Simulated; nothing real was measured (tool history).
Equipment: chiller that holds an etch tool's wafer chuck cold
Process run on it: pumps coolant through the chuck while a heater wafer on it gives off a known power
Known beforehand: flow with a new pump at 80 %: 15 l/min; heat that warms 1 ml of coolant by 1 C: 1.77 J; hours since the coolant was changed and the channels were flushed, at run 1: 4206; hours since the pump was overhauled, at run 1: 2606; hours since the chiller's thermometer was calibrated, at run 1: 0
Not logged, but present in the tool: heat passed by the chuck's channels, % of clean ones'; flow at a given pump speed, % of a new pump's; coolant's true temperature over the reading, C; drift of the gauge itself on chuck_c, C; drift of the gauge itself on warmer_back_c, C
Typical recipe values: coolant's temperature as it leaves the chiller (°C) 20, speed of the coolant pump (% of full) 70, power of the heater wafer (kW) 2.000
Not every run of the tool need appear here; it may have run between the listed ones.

run,hour,coolant's temperature as it leaves the chiller (°C),speed of the coolant pump (% of full),power of the heater wafer (kW),hours since the coolant was changed and the channels were flushed,hours since the pump was overhauled,hours since the chiller's thermometer was calibrated,chuck's temperature once it has settled (°C),how much warmer the coolant comes back (C)
1,0.0,20,70,2.000,4206,2606,0,38.7,5.56
2,81.8,13,70,2.000,4287,2688,82,31.9,5.55
3,176.9,13,70,2.000,4382,2783,177,32.0,5.56
4,240.0,13,70,2.000,4446,2846,240,32.3,5.54
5,356.9,20,70,2.000,4563,2963,357,39.2,5.61
6,446.3,20,70,2.000,4652,3053,446,39.4,5.59
7,563.2,15,68,1.685,4769,3169,563,31.5,4.91
8,655.0,27,64,1.685,4861,3261,655,44.4,5.18
# hour 667.0: coolant pump overhauled
9,746.9,25,98,1.198,4947,80,742,34.4,2.45
10,825.4,15,98,1.398,5026,158,820,25.9,2.91
11,923.5,15,98,1.398,5124,256,919,26.0,2.92
# hour 963.9: coolant pump overhauled, once more
12,981.5,13,98,1.398,5177,18,971,23.3,2.60

Same runs, no hidden state in the tool, same run-to-run variation:
run,chuck's temperature once it has settled (°C),how much warmer the coolant comes back (C)
1,35.8,5.19
2,28.9,5.17
3,29.0,5.17
4,29.3,5.13
5,36.0,5.19
6,36.1,5.16
7,28.7,4.52
8,41.4,4.75
9,32.6,2.20
10,23.8,2.60
11,23.9,2.61
12,21.9,2.60
